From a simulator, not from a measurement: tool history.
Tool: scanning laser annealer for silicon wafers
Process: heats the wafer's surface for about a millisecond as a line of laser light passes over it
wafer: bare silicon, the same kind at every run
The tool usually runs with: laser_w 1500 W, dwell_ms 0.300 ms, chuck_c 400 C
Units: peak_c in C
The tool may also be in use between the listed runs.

{"run": 1, "hour": 0.0, "laser_w": 1500, "dwell_ms": 0.3, "chuck_c": 400, "peak_c": 1216}
{"run": 2, "hour": 69.2, "laser_w": 1500, "dwell_ms": 0.3, "chuck_c": 400, "peak_c": 1212}
{"run": 3, "hour": 118.4, "laser_w": 1468, "dwell_ms": 0.3, "chuck_c": 400, "peak_c": 1190}
{"run": 4, "hour": 169.7, "laser_w": 1468, "dwell_ms": 0.3, "chuck_c": 400, "peak_c": 1189}
{"run": 5, "hour": 231.1, "laser_w": 1468, "dwell_ms": 0.3, "chuck_c": 400, "peak_c": 1188}
{"hour": 250.7, "done": "window over the wafer cleaned"}
{"run": 6, "hour": 274.9, "laser_w": 1500, "dwell_ms": 0.254, "chuck_c": 400, "peak_c": 1159}
{"run": 7, "hour": 326.1, "laser_w": 1500, "dwell_ms": 0.254, "chuck_c": 400, "peak_c": 1155}
{"run": 8, "hour": 377.9, "laser_w": 1500, "dwell_ms": 0.28, "chuck_c": 400, "peak_c": 1194}
{"run": 9, "hour": 423.4, "laser_w": 1500, "dwell_ms": 0.28, "chuck_c": 400, "peak_c": 1191}
{"run": 10, "hour": 487.1, "laser_w": 1500, "dwell_ms": 0.28, "chuck_c": 400, "peak_c": 1187}
{"run": 11, "hour": 557.0, "laser_w": 1500, "dwell_ms": 0.3, "chuck_c": 429, "peak_c": 1241}
{"run": 12, "hour": 617.7, "laser_w": 1500, "dwell_ms": 0.3, "chuck_c": 429, "peak_c": 1243}
{"run": 13, "hour": 658.4, "laser_w": 1500, "dwell_ms": 0.3, "chuck_c": 429, "peak_c": 1242}
{"run": 14, "hour": 719.1, "laser_w": 1500, "dwell_ms": 0.3, "chuck_c": 429, "peak_c": 1238}
{"run": 15, "hour": 785.9, "laser_w": 1500, "dwell_ms": 0.3, "chuck_c": 429, "peak_c": 1234}
{"run": 16, "hour": 846.5, "laser_w": 1500, "dwell_ms": 0.3, "chuck_c": 429, "peak_c": 1233}
{"run": 17, "hour": 877.1, "laser_w": 1500, "dwell_ms": 0.3, "chuck_c": 415, "peak_c": 1217}
{"hour": 900.1, "done": "window over the wafer cleaned"}
{"run": 18, "hour": 923.5, "laser_w": 1282, "dwell_ms": 0.3, "chuck_c": 400, "peak_c": 1095}
{"run": 19, "hour": 979.5, "laser_w": 1500, "dwell_ms": 0.251, "chuck_c": 400, "peak_c": 1155}
{"run": 20, "hour": 1050.3, "laser_w": 1648, "dwell_ms": 0.231, "chuck_c": 384, "peak_c": 1183}
{"run": 21, "hour": 1106.0, "laser_w": 1308, "dwell_ms": 0.355, "chuck_c": 425, "peak_c": 1190}
{"run": 22, "hour": 1141.4, "laser_w": 1417, "dwell_ms": 0.336, "chuck_c": 425, "peak_c": 1242}
{"run": 23, "hour": 1176.3, "laser_w": 1397, "dwell_ms": 0.286, "chuck_c": 400, "peak_c": 1137}
{"run": 24, "hour": 1207.0, "laser_w": 1397, "dwell_ms": 0.286, "chuck_c": 400, "peak_c": 1135}
{"run": 25, "hour": 1261.5, "laser_w": 1321, "dwell_ms": 0.229, "chuck_c": 416, "peak_c": 1028}
{"run": 26, "hour": 1299.1, "laser_w": 1525, "dwell_ms": 0.268, "chuck_c": 416, "peak_c": 1196}
{"run": 27, "hour": 1352.0, "laser_w": 1500, "dwell_ms": 0.3, "chuck_c": 384, "peak_c": 1196}
{"run": 28, "hour": 1414.1, "laser_w": 1569, "dwell_ms": 0.282, "chuck_c": 401, "peak_c": 1220}
{"run": 29, "hour": 1476.1, "laser_w": 1358, "dwell_ms": 0.346, "chuck_c": 412, "peak_c": 1189}
{"run": 30, "hour": 1513.6, "laser_w": 1613, "dwell_ms": 0.3, "chuck_c": 408, "peak_c": 1285}
{"hour": 1549.9, "done": "window over the wafer cleaned"}
{"run": 31, "hour": 1555.2, "laser_w": 1613, "dwell_ms": 0.3, "chuck_c": 408, "peak_c": 1303}
{"run": 32, "hour": 1615.8, "laser_w": 1397, "dwell_ms": 0.351, "chuck_c": 436, "peak_c": 1262}
{"run": 33, "hour": 1685.9, "laser_w": 1414, "dwell_ms": 0.357, "chuck_c": 400, "peak_c": 1240}
{"run": 34, "hour": 1738.1, "laser_w": 1588, "dwell_ms": 0.3, "chuck_c": 436, "peak_c": 1311}
{"run": 35, "hour": 1803.1, "laser_w": 1588, "dwell_ms": 0.3, "chuck_c": 436, "peak_c": 1303}
{"run": 36, "hour": 1835.2, "laser_w": 1500, "dwell_ms": 0.261, "chuck_c": 383, "peak_c": 1141}
{"run": 37, "hour": 1879.0, "laser_w": 1530, "dwell_ms": 0.261, "chuck_c": 439, "peak_c": 1209}
{"run": 38, "hour": 1943.4, "laser_w": 1289, "dwell_ms": 0.212, "chuck_c": 400, "peak_c": 967}

3 options for the next run, each taken on its own from the tool as it stands now. Forecast them:
{"run": "A", "hour": 1978.2, "laser_w": 1408, "dwell_ms": 0.259, "chuck_c": 371, "peak_c": "?"}
{"run": "B", "hour": 1978.2, "laser_w": 1500, "dwell_ms": 0.3, "chuck_c": 405, "peak_c": "?"}
{"run": "C", "hour": 1978.2, "laser_w": 1368, "dwell_ms": 0.3, "chuck_c": 434, "peak_c": "?"}

run=A peak_c=1067
run=B peak_c=1212
run=C peak_c=1163
With no hidden state in the tool, these same runs would have given:
run=A peak_c=1086
run=B peak_c=1234
run=C peak_c=1183

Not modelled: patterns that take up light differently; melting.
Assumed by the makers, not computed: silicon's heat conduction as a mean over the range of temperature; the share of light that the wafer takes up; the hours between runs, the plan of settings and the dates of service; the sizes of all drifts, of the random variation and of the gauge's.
